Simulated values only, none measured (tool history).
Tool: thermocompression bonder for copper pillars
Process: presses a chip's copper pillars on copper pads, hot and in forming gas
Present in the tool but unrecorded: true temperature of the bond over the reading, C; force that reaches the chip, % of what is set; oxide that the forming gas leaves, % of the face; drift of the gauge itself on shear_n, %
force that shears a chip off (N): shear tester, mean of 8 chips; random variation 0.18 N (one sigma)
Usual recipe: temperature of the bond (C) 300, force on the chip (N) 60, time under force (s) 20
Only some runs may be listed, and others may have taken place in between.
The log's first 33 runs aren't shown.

| run | day | temperature of the bond (C) | force on the chip (N) | time under force (s) | hours of work since the heater was calibrated | hours of work since the force cell was calibrated | hours of work since the gas filter was changed | force that shears a chip off (N) |
|---|---|---|---|---|---|---|---|---|
| 34 | 23.679 | 328 | 83 | 31 | 493 | 706 | 130 | 91.6 |
| 35 | 24.212 | 324 | 60 | 46 | 500 | 713 | 136 | 87.6 |
| 36 | 25.075 | 300 | 41 | 20 | 511 | 724 | 147 | 48.1 |
| 37 | 25.546 | 300 | 41 | 20 | 517 | 730 | 153 | 47.8 |
| 38 | 26.138 | 309 | 77 | 58 | 524 | 738 | 161 | 89.9 |
| 39 | 26.888 | 273 | 77 | 58 | 534 | 747 | 171 | 77.5 |
| 40 | 27.767 | 328 | 60 | 58 | 545 | 758 | 182 | 89.2 |
| 41 | 28.708 | 272 | 44 | 31 | 557 | 770 | 194 | 41.9 |

3 ways to go on from here, each from the tool as it stands after run 41. What would each give?
| A | 29.271 | 308 | 44 | 31 | 564 | 777 | 201 | ? |
| B | 29.271 | 312 | 78 | 23 | 564 | 777 | 201 | ? |
| C | 29.271 | 288 | 60 | 20 | 564 | 777 | 201 | ? |

| run | force that shears a chip off (N) |
|---|---|
| A | 63.1 |
| B | 83.3 |
| C | 58.3 |
Without the tool's unlogged condition, the same runs would have read:
| run | force that shears a chip off (N) |
|---|---|
| A | 60.6 |
| B | 83.2 |
| C | 55.3 |

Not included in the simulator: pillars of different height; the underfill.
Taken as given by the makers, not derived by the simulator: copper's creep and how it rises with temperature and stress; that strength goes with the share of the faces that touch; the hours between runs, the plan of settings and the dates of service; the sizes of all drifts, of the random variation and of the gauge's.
